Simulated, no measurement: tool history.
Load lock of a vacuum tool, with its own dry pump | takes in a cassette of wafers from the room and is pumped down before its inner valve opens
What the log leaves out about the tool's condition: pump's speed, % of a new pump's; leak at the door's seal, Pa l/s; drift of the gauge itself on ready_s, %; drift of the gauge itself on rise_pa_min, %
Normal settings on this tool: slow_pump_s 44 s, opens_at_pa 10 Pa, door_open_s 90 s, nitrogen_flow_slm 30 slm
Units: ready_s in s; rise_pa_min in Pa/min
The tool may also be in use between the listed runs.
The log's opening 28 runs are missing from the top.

run    hour  slow_pump_s  opens_at_pa  door_open_s  nitrogen_flow_slm  hours that the pump has run since its overhaul  times that the door has closed on its seal  incoming humidity of the room's air, %  ready_s  rise_pa_min
 29  3066.3           79           14           73                  5                                            5963                                       15509                                    44.9    109.2        0.119
 30  3190.1           79           14           73                  5                                            6087                                       15700                                    49.1    109.2        0.127
 31  3268.8           44           10          181                 30                                            6166                                       15822                                    46.2     84.2         0.12
 32  3396.6           44           10          181                 30                                            6293                                       16020                                    43.3     84.7        0.115
 33  3541.1           28            8          179                  5                                            6438                                       16243                                    45.9     74.8        0.162
 34  3637.3           44            7          164                 38                                            6534                                       16392                                    42.8     87.2        0.107
 35  3770.4           44            7          164                 38                                            6667                                       16598                                    46.8     86.9        0.119
 36  3926.8           29            7          164                 18                                            6824                                       16840                                      42     77.1        0.131
 37    4072           25           10          153                 30                                            6969                                       17065                                    43.6     71.1        0.118

Consider 3 possible next runs. They are alternatives, not a sequence: every one starts from the tool as it was left by run 37. What does each give?
  A  4141.6           85           10          206                 30                                            7038                                       17173                                    42.9        ?            ?
  B  4141.6           25           14           34                 30                                            7038                                       17173                                      47        ?            ?
  C  4141.6           25           10          131                 21                                            7038                                       17173                                      45        ?            ?

run  ready_s  rise_pa_min
  A    116.9         0.13
  B     69.7        0.093
  C     71.1        0.126
With no hidden state in the tool, these same runs would have given:
run  ready_s  rise_pa_min
  A    115.3        0.068
  B     67.5        0.032
  C     68.7        0.065
